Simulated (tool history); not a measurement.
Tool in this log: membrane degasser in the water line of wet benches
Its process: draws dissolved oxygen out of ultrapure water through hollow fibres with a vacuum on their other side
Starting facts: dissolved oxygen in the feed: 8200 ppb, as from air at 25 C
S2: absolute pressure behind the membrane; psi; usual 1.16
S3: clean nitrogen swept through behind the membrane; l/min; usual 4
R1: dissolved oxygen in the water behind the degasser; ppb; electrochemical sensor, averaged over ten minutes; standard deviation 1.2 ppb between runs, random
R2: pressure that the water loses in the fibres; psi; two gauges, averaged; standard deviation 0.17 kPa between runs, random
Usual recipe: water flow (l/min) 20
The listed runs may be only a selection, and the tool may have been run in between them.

Run 1, hour 0: usual settings. Result: R1 120.5 ppb, R2 3.643 psi.
Run 2, hour 92.2: usual settings. Result: R1 120.9 ppb, R2 3.675 psi.
Run 3, hour 188.9: usual settings. Result: R1 123 ppb, R2 3.684 psi.
Run 4, hour 257: usual settings but S2 0.737 psi. Result: R1 86.1 ppb, R2 3.683 psi.
Run 5, hour 320.6: usual settings but S2 0.737 psi. Result: R1 88.5 ppb, R2 3.675 psi.
Run 6, hour 422.8: usual settings but S2 2.003 psi. Result: R1 193.4 ppb, R2 3.656 psi.
Run 7, hour 524.6: usual settings but S2 2.003 psi. Result: R1 188.8 ppb, R2 3.672 psi.
Run 8, hour 637.7: usual settings but S2 2.003 psi, S3 4.05 l/min. Result: R1 190.3 ppb, R2 3.688 psi.
Run 9, hour 700.4: usual settings but water flow (l/min) 26, S2 2.003 psi, S3 4.05 l/min. Result: R1 311.6 ppb, R2 4.772 psi.
Run 10, hour 750.7: usual settings but water flow (l/min) 19, S2 1.503 psi, S3 10.52 l/min. Result: R1 86.3 ppb, R2 3.522 psi.
Run 11, hour 800.7: usual settings but water flow (l/min) 13, S2 1.326 psi, S3 1.75 l/min. Result: R1 119.7 ppb, R2 2.351 psi.
Run 12, hour 906: usual settings but water flow (l/min) 27, S2 0.782 psi, S3 9.79 l/min. Result: R1 186.5 ppb, R2 4.997 psi.
Run 13, hour 962.1: usual settings but water flow (l/min) 27, S2 0.782 psi, S3 9.79 l/min. Result: R1 188.1 ppb, R2 4.969 psi.
Run 14, hour 1043.2: usual settings but S2 1.836 psi. Result: R1 181.4 ppb, R2 3.68 psi.
Run 15, hour 1123.2: usual settings but S2 1.836 psi. Result: R1 180.5 ppb, R2 3.643 psi.

Results for each run, recomputed without the tool's hidden state and with each run's random variation untouched:
Hidden state present: membrane still open, %; true pressure behind the membrane over the reading, kPa; air that leaks in behind the membrane, l/min; drift of the gauge itself on oxygen_ppb, %; drift of the gauge itself on loss_of_pressure_kpa, %.
run     R1     R2
  1  116.7  3.616
  2    117  3.646
  3  118.9  3.655
  4   82.9  3.652
  5   85.1  3.645
  6  187.3  3.623
  7  182.7  3.639
  8    184  3.653
  9  302.7  4.725
 10   82.6  3.487
 11  114.8  2.328
 12  179.4  4.947
 13  180.8  4.918
 14  174.8  3.642
 15  173.9  3.604

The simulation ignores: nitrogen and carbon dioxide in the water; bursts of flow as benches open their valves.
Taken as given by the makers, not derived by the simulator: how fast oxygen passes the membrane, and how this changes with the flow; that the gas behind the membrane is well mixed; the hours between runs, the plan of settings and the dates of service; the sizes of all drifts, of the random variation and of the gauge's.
